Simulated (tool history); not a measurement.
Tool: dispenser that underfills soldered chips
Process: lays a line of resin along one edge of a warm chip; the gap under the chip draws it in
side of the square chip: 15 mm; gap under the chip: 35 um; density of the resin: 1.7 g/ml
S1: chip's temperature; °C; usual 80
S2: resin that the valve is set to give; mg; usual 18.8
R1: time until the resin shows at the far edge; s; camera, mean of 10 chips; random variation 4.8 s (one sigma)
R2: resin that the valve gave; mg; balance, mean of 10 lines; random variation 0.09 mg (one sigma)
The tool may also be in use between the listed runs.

run  hour  S1    S2     R1     R2
  1     0  80  18.8  691.5  18.16
      1.6  -- new syringe of resin
  2   4.4  80  18.8  538.6  18.16
  3   7.5  80  18.8  627.9  18.18
     11.6  -- new syringe of resin
  4    12  73  18.8  600.3  18.01
  5  16.8  80  18.8    593  17.93
  6  19.7  80  18.8  678.8  17.99
     21.5  -- new syringe of resin
  7  25.6  80  18.8  559.8  17.87
  8  29.9  94  18.9  449.2     18
     31.5  -- new syringe of resin
  9  33.7  73  19.1    631  18.15
 10  38.2  85  17.5  548.8  16.57
     41.5  -- new syringe of resin
 11  43.2  85  17.5  450.6  16.59

Hidden state or all else? Some run-to-run changes of R1, split into what the settings, what came in and random variation would give without the hidden state, and what is left for the hidden state (with any gauge scatter that isn't in both results):
The hidden state here: resin's viscosity, % of fresh resin's; dose that the valve gives, % of what is set; true chip temperature over the reading, C; drift of the gauge itself on fill_s, %; drift of the gauge itself on given_mg, %.
Run 1 -> 2: new syringe of resin. R1 -152.9 s: hidden state -151.2, all else -1.7.
Run 8 -> 9: S1 94 -> 73, S2 18.9 -> 19.1, new syringe of resin. R1 +181.8 s: hidden state -104.7, all else +286.5.

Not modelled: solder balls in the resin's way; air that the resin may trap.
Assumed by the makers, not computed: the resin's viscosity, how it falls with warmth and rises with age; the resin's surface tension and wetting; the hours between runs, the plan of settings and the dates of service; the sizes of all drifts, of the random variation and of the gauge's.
